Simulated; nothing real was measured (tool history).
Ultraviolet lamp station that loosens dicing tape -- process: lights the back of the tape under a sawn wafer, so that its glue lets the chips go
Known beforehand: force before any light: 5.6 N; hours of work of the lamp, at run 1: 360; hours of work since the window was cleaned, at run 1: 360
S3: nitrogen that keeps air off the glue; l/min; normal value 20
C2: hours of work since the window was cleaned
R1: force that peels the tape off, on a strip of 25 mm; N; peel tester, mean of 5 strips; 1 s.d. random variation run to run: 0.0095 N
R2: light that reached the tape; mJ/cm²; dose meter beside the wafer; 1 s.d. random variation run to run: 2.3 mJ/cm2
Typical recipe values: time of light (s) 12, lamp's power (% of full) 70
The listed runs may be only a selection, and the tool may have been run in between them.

{"run": 1, "hour": 0.0, "time of light (s)": 12, "lamp's power (% of full)": 70, "S3": 20, "hours of work of the lamp": 360, "C2": 360, "R1": 0.619, "R2": 182}
{"run": 2, "hour": 59.2, "time of light (s)": 12, "lamp's power (% of full)": 70, "S3": 32, "hours of work of the lamp": 404, "C2": 404, "R1": 0.507, "R2": 171}
{"run": 3, "hour": 120.8, "time of light (s)": 12, "lamp's power (% of full)": 70, "S3": 32, "hours of work of the lamp": 449, "C2": 449, "R1": 0.547, "R2": 173}
{"run": 4, "hour": 182.7, "time of light (s)": 12, "lamp's power (% of full)": 70, "S3": 27, "hours of work of the lamp": 494, "C2": 494, "R1": 0.621, "R2": 161}
{"run": 5, "hour": 218.0, "time of light (s)": 12, "lamp's power (% of full)": 70, "S3": 27, "hours of work of the lamp": 520, "C2": 520, "R1": 0.661, "R2": 165}
{"hour": 228.9, "done": "window cleaned of glue's vapour"}
{"run": 6, "hour": 244.0, "time of light (s)": 12, "lamp's power (% of full)": 64, "S3": 20, "hours of work of the lamp": 539, "C2": 11, "R1": 0.616, "R2": 177}
{"run": 7, "hour": 300.9, "time of light (s)": 12, "lamp's power (% of full)": 64, "S3": 20, "hours of work of the lamp": 580, "C2": 53, "R1": 0.685, "R2": 176}
{"run": 8, "hour": 336.7, "time of light (s)": 12, "lamp's power (% of full)": 64, "S3": 20, "hours of work of the lamp": 606, "C2": 79, "R1": 0.692, "R2": 170}
{"run": 9, "hour": 375.7, "time of light (s)": 12, "lamp's power (% of full)": 70, "S3": 20, "hours of work of the lamp": 635, "C2": 107, "R1": 0.618, "R2": 186}
{"run": 10, "hour": 415.6, "time of light (s)": 12, "lamp's power (% of full)": 70, "S3": 20, "hours of work of the lamp": 664, "C2": 137, "R1": 0.654, "R2": 185}
{"run": 11, "hour": 455.1, "time of light (s)": 12, "lamp's power (% of full)": 70, "S3": 20, "hours of work of the lamp": 693, "C2": 166, "R1": 0.674, "R2": 178}
{"run": 12, "hour": 509.9, "time of light (s)": 12, "lamp's power (% of full)": 70, "S3": 20, "hours of work of the lamp": 733, "C2": 206, "R1": 0.691, "R2": 175}
{"run": 13, "hour": 565.4, "time of light (s)": 12, "lamp's power (% of full)": 70, "S3": 20, "hours of work of the lamp": 774, "C2": 246, "R1": 0.712, "R2": 170}
{"run": 14, "hour": 592.2, "time of light (s)": 21, "lamp's power (% of full)": 70, "S3": 20, "hours of work of the lamp": 793, "C2": 266, "R1": 0.194, "R2": 292}
{"run": 15, "hour": 632.9, "time of light (s)": 21, "lamp's power (% of full)": 70, "S3": 20, "hours of work of the lamp": 823, "C2": 296, "R1": 0.194, "R2": 290}
{"run": 16, "hour": 694.0, "time of light (s)": 7, "lamp's power (% of full)": 68, "S3": 12, "hours of work of the lamp": 868, "C2": 340, "R1": 2.265, "R2": 88}
{"run": 17, "hour": 752.4, "time of light (s)": 15, "lamp's power (% of full)": 85, "S3": 20, "hours of work of the lamp": 911, "C2": 383, "R1": 0.351, "R2": 237}
{"run": 18, "hour": 792.8, "time of light (s)": 9, "lamp's power (% of full)": 94, "S3": 20, "hours of work of the lamp": 940, "C2": 413, "R1": 0.852, "R2": 153}
{"run": 19, "hour": 824.0, "time of light (s)": 9, "lamp's power (% of full)": 94, "S3": 20, "hours of work of the lamp": 963, "C2": 436, "R1": 0.896, "R2": 155}
{"run": 20, "hour": 868.2, "time of light (s)": 12, "lamp's power (% of full)": 81, "S3": 7, "hours of work of the lamp": 995, "C2": 468, "R1": 1.378, "R2": 170}
{"run": 21, "hour": 928.1, "time of light (s)": 15, "lamp's power (% of full)": 62, "S3": 12, "hours of work of the lamp": 1039, "C2": 512, "R1": 1.125, "R2": 160}
{"hour": 949.5, "done": "window cleaned of glue's vapour"}
{"run": 22, "hour": 978.9, "time of light (s)": 18, "lamp's power (% of full)": 84, "S3": 20, "hours of work of the lamp": 1076, "C2": 21, "R1": 0.174, "R2": 303}
{"run": 23, "hour": 1006.6, "time of light (s)": 18, "lamp's power (% of full)": 84, "S3": 20, "hours of work of the lamp": 1096, "C2": 42, "R1": 0.185, "R2": 296}
{"run": 24, "hour": 1049.8, "time of light (s)": 18, "lamp's power (% of full)": 85, "S3": 18, "hours of work of the lamp": 1128, "C2": 73, "R1": 0.206, "R2": 296}
{"run": 25, "hour": 1106.3, "time of light (s)": 18, "lamp's power (% of full)": 85, "S3": 18, "hours of work of the lamp": 1169, "C2": 115, "R1": 0.23, "R2": 290}
{"run": 26, "hour": 1165.4, "time of light (s)": 11, "lamp's power (% of full)": 75, "S3": 20, "hours of work of the lamp": 1212, "C2": 158, "R1": 0.864, "R2": 150}
{"run": 27, "hour": 1200.3, "time of light (s)": 24, "lamp's power (% of full)": 66, "S3": 36, "hours of work of the lamp": 1238, "C2": 184, "R1": 0.125, "R2": 289}
{"run": 28, "hour": 1243.8, "time of light (s)": 8, "lamp's power (% of full)": 86, "S3": 30, "hours of work of the lamp": 1270, "C2": 215, "R1": 1.011, "R2": 121}

Some steps in R1 between neighbouring runs. How much of each would the tool show without its hidden state too (settings, what came in, random variation), and how much is left for the hidden state, with any gauge scatter that isn't in both results?
Hidden state present: lamp's light, % of a new lamp's; light that the window lets through, % of a clean one's; drift of the gauge itself on peel_n, %; drift of the gauge itself on dose_mj_cm2, %.
Run 15 -> 16: time of light (s) 21 -> 7, lamp's power (% of full) 70 -> 68, S3 20 -> 12. R1 +2.071 N: hidden state +0.566, all else +1.505.
Run 16 -> 17: time of light (s) 7 -> 15, lamp's power (% of full) 68 -> 85, S3 12 -> 20. R1 -1.914 N: hidden state -0.463, all else -1.451.
Run 21 -> 22: time of light (s) 15 -> 18, lamp's power (% of full) 62 -> 84, S3 12 -> 20, window cleaned of glue's vapour. R1 -0.951 N: hidden state -0.539, all else -0.412.
